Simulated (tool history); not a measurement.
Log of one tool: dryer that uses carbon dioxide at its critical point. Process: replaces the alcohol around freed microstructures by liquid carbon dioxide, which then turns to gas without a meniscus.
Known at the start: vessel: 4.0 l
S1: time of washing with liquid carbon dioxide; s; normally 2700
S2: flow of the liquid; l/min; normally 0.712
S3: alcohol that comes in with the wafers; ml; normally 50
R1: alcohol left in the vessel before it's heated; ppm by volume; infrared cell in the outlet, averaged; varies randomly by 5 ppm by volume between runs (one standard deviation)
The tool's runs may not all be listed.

{"run": 1, "hour": 0.0, "S1": 2700, "S2": 0.712, "S3": 50, "R1": 178}
{"run": 2, "hour": 62.0, "S1": 2700, "S2": 0.712, "S3": 50, "R1": 188}
{"run": 3, "hour": 110.0, "S1": 2700, "S2": 0.712, "S3": 115, "R1": 216}
{"run": 4, "hour": 164.2, "S1": 2700, "S2": 0.712, "S3": 115, "R1": 234}
{"run": 5, "hour": 230.2, "S1": 2700, "S2": 0.712, "S3": 115, "R1": 228}
{"run": 6, "hour": 264.5, "S1": 2700, "S2": 0.712, "S3": 115, "R1": 241}
{"run": 7, "hour": 316.1, "S1": 2700, "S2": 0.712, "S3": 115, "R1": 263}
{"run": 8, "hour": 372.5, "S1": 2700, "S2": 1.143, "S3": 115, "R1": 196}
{"run": 9, "hour": 402.8, "S1": 2700, "S2": 1.143, "S3": 115, "R1": 187}
{"run": 10, "hour": 468.7, "S1": 2700, "S2": 0.712, "S3": 50, "R1": 226}
{"run": 11, "hour": 505.3, "S1": 2700, "S2": 0.781, "S3": 50, "R1": 212}
{"run": 12, "hour": 565.6, "S1": 2700, "S2": 0.781, "S3": 50, "R1": 206}
{"run": 13, "hour": 596.8, "S1": 2700, "S2": 0.712, "S3": 50, "R1": 230}
{"run": 14, "hour": 634.1, "S1": 2700, "S2": 0.712, "S3": 50, "R1": 258}
{"hour": 653.5, "done": "inlet filter changed"}
{"run": 15, "hour": 670.3, "S1": 2700, "S2": 0.712, "S3": 86, "R1": 245}
{"run": 16, "hour": 722.2, "S1": 2700, "S2": 0.712, "S3": 86, "R1": 262}
{"run": 17, "hour": 749.7, "S1": 2700, "S2": 0.712, "S3": 50, "R1": 241}
{"run": 18, "hour": 779.0, "S1": 2700, "S2": 0.712, "S3": 50, "R1": 230}
{"run": 19, "hour": 805.9, "S1": 2700, "S2": 0.712, "S3": 39, "R1": 241}
{"run": 20, "hour": 867.8, "S1": 2700, "S2": 0.712, "S3": 39, "R1": 252}
{"run": 21, "hour": 911.5, "S1": 2700, "S2": 0.712, "S3": 39, "R1": 254}
{"hour": 918.8, "done": "purifier's bed changed"}
{"run": 22, "hour": 977.1, "S1": 2700, "S2": 0.712, "S3": 39, "R1": 20}
{"run": 23, "hour": 1039.9, "S1": 2700, "S2": 0.712, "S3": 39, "R1": 35}
{"run": 24, "hour": 1095.2, "S1": 2700, "S2": 0.506, "S3": 41, "R1": 136}
{"run": 25, "hour": 1125.1, "S1": 1980, "S2": 0.712, "S3": 50, "R1": 156}
{"run": 26, "hour": 1158.6, "S1": 2760, "S2": 0.826, "S3": 50, "R1": 41}
{"run": 27, "hour": 1210.7, "S1": 2220, "S2": 0.712, "S3": 24, "R1": 65}
{"run": 28, "hour": 1238.9, "S1": 2220, "S2": 0.712, "S3": 24, "R1": 67}
{"run": 29, "hour": 1280.0, "S1": 2220, "S2": 0.712, "S3": 24, "R1": 89}
{"run": 30, "hour": 1340.8, "S1": 2220, "S2": 0.712, "S3": 24, "R1": 82}
{"run": 31, "hour": 1397.0, "S1": 3420, "S2": 0.444, "S3": 24, "R1": 103}
{"run": 32, "hour": 1426.6, "S1": 3060, "S2": 0.862, "S3": 28, "R1": 54}
{"run": 33, "hour": 1476.1, "S1": 3060, "S2": 0.862, "S3": 28, "R1": 59}
{"run": 34, "hour": 1516.0, "S1": 2700, "S2": 0.712, "S3": 21, "R1": 77}
{"run": 35, "hour": 1547.6, "S1": 2700, "S2": 0.712, "S3": 21, "R1": 87}
{"run": 36, "hour": 1610.2, "S1": 2700, "S2": 0.712, "S3": 21, "R1": 93}
{"run": 37, "hour": 1657.0, "S1": 2700, "S2": 0.712, "S3": 21, "R1": 96}
{"run": 38, "hour": 1699.2, "S1": 2280, "S2": 0.712, "S3": 21, "R1": 113}
{"run": 39, "hour": 1729.7, "S1": 2700, "S2": 0.843, "S3": 20, "R1": 98}
{"run": 40, "hour": 1790.4, "S1": 2700, "S2": 0.843, "S3": 20, "R1": 111}
{"run": 41, "hour": 1831.8, "S1": 2700, "S2": 0.843, "S3": 20, "R1": 102}
{"run": 42, "hour": 1889.9, "S1": 2700, "S2": 0.626, "S3": 34, "R1": 150}
{"run": 43, "hour": 1924.3, "S1": 2700, "S2": 1.055, "S3": 56, "R1": 115}

Predict the results of run 44:
{"run": 44, "hour": 1958.7, "S1": 2700, "S2": 1.055, "S3": 56, "R1": "?"}

R1: 124 ppm by volume
Without the tool's hidden state the same run would have given R1 15 ppm by volume.

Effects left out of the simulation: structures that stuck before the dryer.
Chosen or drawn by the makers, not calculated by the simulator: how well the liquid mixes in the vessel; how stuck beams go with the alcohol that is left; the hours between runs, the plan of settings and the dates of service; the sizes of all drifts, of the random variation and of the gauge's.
